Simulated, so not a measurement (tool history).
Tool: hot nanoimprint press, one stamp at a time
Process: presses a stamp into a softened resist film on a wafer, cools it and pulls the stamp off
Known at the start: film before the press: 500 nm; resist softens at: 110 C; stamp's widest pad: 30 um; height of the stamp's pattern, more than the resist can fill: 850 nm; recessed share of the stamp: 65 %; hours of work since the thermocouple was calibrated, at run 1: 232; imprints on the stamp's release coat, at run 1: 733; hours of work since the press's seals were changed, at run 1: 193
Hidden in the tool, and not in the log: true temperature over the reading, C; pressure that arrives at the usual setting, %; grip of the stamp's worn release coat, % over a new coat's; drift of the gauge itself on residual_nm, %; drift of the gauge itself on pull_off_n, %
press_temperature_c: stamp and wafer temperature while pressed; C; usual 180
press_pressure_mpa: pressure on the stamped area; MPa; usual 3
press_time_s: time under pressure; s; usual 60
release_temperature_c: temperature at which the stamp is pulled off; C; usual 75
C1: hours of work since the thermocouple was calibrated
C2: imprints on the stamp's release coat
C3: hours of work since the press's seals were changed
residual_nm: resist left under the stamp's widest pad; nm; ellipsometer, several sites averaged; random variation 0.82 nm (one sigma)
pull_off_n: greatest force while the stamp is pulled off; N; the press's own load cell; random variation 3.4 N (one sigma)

{"run": 1, "hour": 0.0, "press_temperature_c": 180, "press_pressure_mpa": 3, "press_time_s": 60, "release_temperature_c": 75, "C1": 232, "C2": 733, "C3": 193, "residual_nm": 182.9, "pull_off_n": 180}
{"run": 2, "hour": 10.2, "press_temperature_c": 180, "press_pressure_mpa": 3, "press_time_s": 60, "release_temperature_c": 75, "C1": 237, "C2": 767, "C3": 198, "residual_nm": 184.4, "pull_off_n": 180}
{"run": 3, "hour": 18.3, "press_temperature_c": 180, "press_pressure_mpa": 3, "press_time_s": 60, "release_temperature_c": 75, "C1": 240, "C2": 794, "C3": 201, "residual_nm": 182, "pull_off_n": 184}
{"run": 4, "hour": 30.3, "press_temperature_c": 180, "press_pressure_mpa": 3, "press_time_s": 60, "release_temperature_c": 75, "C1": 246, "C2": 834, "C3": 207, "residual_nm": 185.6, "pull_off_n": 178}
{"run": 5, "hour": 42.0, "press_temperature_c": 180, "press_pressure_mpa": 3, "press_time_s": 60, "release_temperature_c": 75, "C1": 251, "C2": 874, "C3": 212, "residual_nm": 184.6, "pull_off_n": 184}
{"run": 6, "hour": 53.8, "press_temperature_c": 180, "press_pressure_mpa": 3, "press_time_s": 38, "release_temperature_c": 75, "C1": 256, "C2": 913, "C3": 217, "residual_nm": 220.2, "pull_off_n": 178}
{"run": 7, "hour": 60.8, "press_temperature_c": 180, "press_pressure_mpa": 3, "press_time_s": 38, "release_temperature_c": 73, "C1": 259, "C2": 937, "C3": 220, "residual_nm": 220.2, "pull_off_n": 184}
{"run": 8, "hour": 68.2, "press_temperature_c": 180, "press_pressure_mpa": 3, "press_time_s": 38, "release_temperature_c": 73, "C1": 262, "C2": 962, "C3": 224, "residual_nm": 219.8, "pull_off_n": 189}
{"run": 9, "hour": 74.4, "press_temperature_c": 180, "press_pressure_mpa": 3, "press_time_s": 60, "release_temperature_c": 75, "C1": 265, "C2": 983, "C3": 226, "residual_nm": 185.2, "pull_off_n": 184}
{"hour": 84.1, "done": "stamp cleaned and given a new release coat"}
{"run": 10, "hour": 86.3, "press_temperature_c": 180, "press_pressure_mpa": 3, "press_time_s": 60, "release_temperature_c": 75, "C1": 268, "C2": 8, "C3": 229, "residual_nm": 186, "pull_off_n": 186}
{"run": 11, "hour": 96.1, "press_temperature_c": 180, "press_pressure_mpa": 3, "press_time_s": 60, "release_temperature_c": 69, "C1": 272, "C2": 41, "C3": 233, "residual_nm": 186.4, "pull_off_n": 208}
{"run": 12, "hour": 106.5, "press_temperature_c": 180, "press_pressure_mpa": 3, "press_time_s": 60, "release_temperature_c": 69, "C1": 277, "C2": 76, "C3": 238, "residual_nm": 185.8, "pull_off_n": 209}
{"run": 13, "hour": 111.7, "press_temperature_c": 180, "press_pressure_mpa": 3, "press_time_s": 60, "release_temperature_c": 66, "C1": 279, "C2": 93, "C3": 240, "residual_nm": 186, "pull_off_n": 220}
{"run": 14, "hour": 118.6, "press_temperature_c": 180, "press_pressure_mpa": 3, "press_time_s": 60, "release_temperature_c": 66, "C1": 282, "C2": 116, "C3": 243, "residual_nm": 186.4, "pull_off_n": 221}
{"run": 15, "hour": 127.3, "press_temperature_c": 180, "press_pressure_mpa": 3, "press_time_s": 60, "release_temperature_c": 66, "C1": 286, "C2": 145, "C3": 247, "residual_nm": 187.7, "pull_off_n": 229}
{"run": 16, "hour": 137.0, "press_temperature_c": 180, "press_pressure_mpa": 3, "press_time_s": 60, "release_temperature_c": 66, "C1": 290, "C2": 178, "C3": 252, "residual_nm": 185.8, "pull_off_n": 224}
{"run": 17, "hour": 142.2, "press_temperature_c": 180, "press_pressure_mpa": 3.17, "press_time_s": 35, "release_temperature_c": 64, "C1": 293, "C2": 196, "C3": 254, "residual_nm": 223.1, "pull_off_n": 231}
{"run": 18, "hour": 152.2, "press_temperature_c": 180, "press_pressure_mpa": 3.17, "press_time_s": 35, "release_temperature_c": 64, "C1": 297, "C2": 229, "C3": 258, "residual_nm": 223.4, "pull_off_n": 237}
{"run": 19, "hour": 158.9, "press_temperature_c": 179, "press_pressure_mpa": 3, "press_time_s": 60, "release_temperature_c": 75, "C1": 300, "C2": 252, "C3": 261, "residual_nm": 196.3, "pull_off_n": 175}
{"run": 20, "hour": 167.5, "press_temperature_c": 179, "press_pressure_mpa": 3, "press_time_s": 60, "release_temperature_c": 75, "C1": 304, "C2": 280, "C3": 265, "residual_nm": 194.3, "pull_off_n": 174}
{"run": 21, "hour": 177.3, "press_temperature_c": 179, "press_pressure_mpa": 3, "press_time_s": 60, "release_temperature_c": 67, "C1": 308, "C2": 314, "C3": 269, "residual_nm": 195, "pull_off_n": 215}
{"run": 22, "hour": 187.4, "press_temperature_c": 182, "press_pressure_mpa": 2.12, "press_time_s": 60, "release_temperature_c": 75, "C1": 313, "C2": 347, "C3": 274, "residual_nm": 206.8, "pull_off_n": 184}
{"run": 23, "hour": 194.0, "press_temperature_c": 182, "press_pressure_mpa": 2.12, "press_time_s": 60, "release_temperature_c": 75, "C1": 316, "C2": 370, "C3": 277, "residual_nm": 207.7, "pull_off_n": 185}
{"hour": 199.7, "done": "gauge calibrated"}
{"run": 24, "hour": 200.8, "press_temperature_c": 183, "press_pressure_mpa": 3, "press_time_s": 77, "release_temperature_c": 75, "C1": 319, "C2": 393, "C3": 280, "residual_nm": 145.6, "pull_off_n": 182}
{"run": 25, "hour": 207.0, "press_temperature_c": 190, "press_pressure_mpa": 2.33, "press_time_s": 56, "release_temperature_c": 65, "C1": 321, "C2": 413, "C3": 283, "residual_nm": 145.4, "pull_off_n": 223}
{"run": 26, "hour": 212.8, "press_temperature_c": 190, "press_pressure_mpa": 3.21, "press_time_s": 32, "release_temperature_c": 77, "C1": 324, "C2": 433, "C3": 285, "residual_nm": 152.6, "pull_off_n": 173}
{"run": 27, "hour": 224.3, "press_temperature_c": 190, "press_pressure_mpa": 3.21, "press_time_s": 32, "release_temperature_c": 77, "C1": 329, "C2": 472, "C3": 290, "residual_nm": 152.5, "pull_off_n": 169}
{"run": 28, "hour": 232.8, "press_temperature_c": 190, "press_pressure_mpa": 3.21, "press_time_s": 32, "release_temperature_c": 77, "C1": 333, "C2": 500, "C3": 294, "residual_nm": 153.5, "pull_off_n": 169}
{"run": 29, "hour": 243.7, "press_temperature_c": 190, "press_pressure_mpa": 3.21, "press_time_s": 32, "release_temperature_c": 77, "C1": 338, "C2": 537, "C3": 299, "residual_nm": 152.3, "pull_off_n": 170}
{"run": 30, "hour": 251.3, "press_temperature_c": 177, "press_pressure_mpa": 3.21, "press_time_s": 54, "release_temperature_c": 77, "C1": 341, "C2": 562, "C3": 302, "residual_nm": 212.2, "pull_off_n": 173}

3 ways to go on from here, each from the tool as it stands after run 30. What would each give?
{"run": "A", "hour": 256.9, "press_temperature_c": 175, "press_pressure_mpa": 3.21, "press_time_s": 54, "release_temperature_c": 79, "C1": 344, "C2": 581, "C3": 305, "residual_nm": "?", "pull_off_n": "?"}
{"run": "B", "hour": 256.9, "press_temperature_c": 182, "press_pressure_mpa": 1.95, "press_time_s": 47, "release_temperature_c": 75, "C1": 344, "C2": 581, "C3": 305, "residual_nm": "?", "pull_off_n": "?"}
{"run": "C", "hour": 256.9, "press_temperature_c": 171, "press_pressure_mpa": 3.21, "press_time_s": 91, "release_temperature_c": 74, "C1": 344, "C2": 581, "C3": 305, "residual_nm": "?", "pull_off_n": "?"}

run=A residual_nm=229.4 pull_off_n=155
run=B residual_nm=233 pull_off_n=183
run=C residual_nm=227.2 pull_off_n=188
Without the tool's hidden state the same runs would have given:
run=A residual_nm=227.8 pull_off_n=155
run=B residual_nm=231.3 pull_off_n=182
run=C residual_nm=225.6 pull_off_n=187
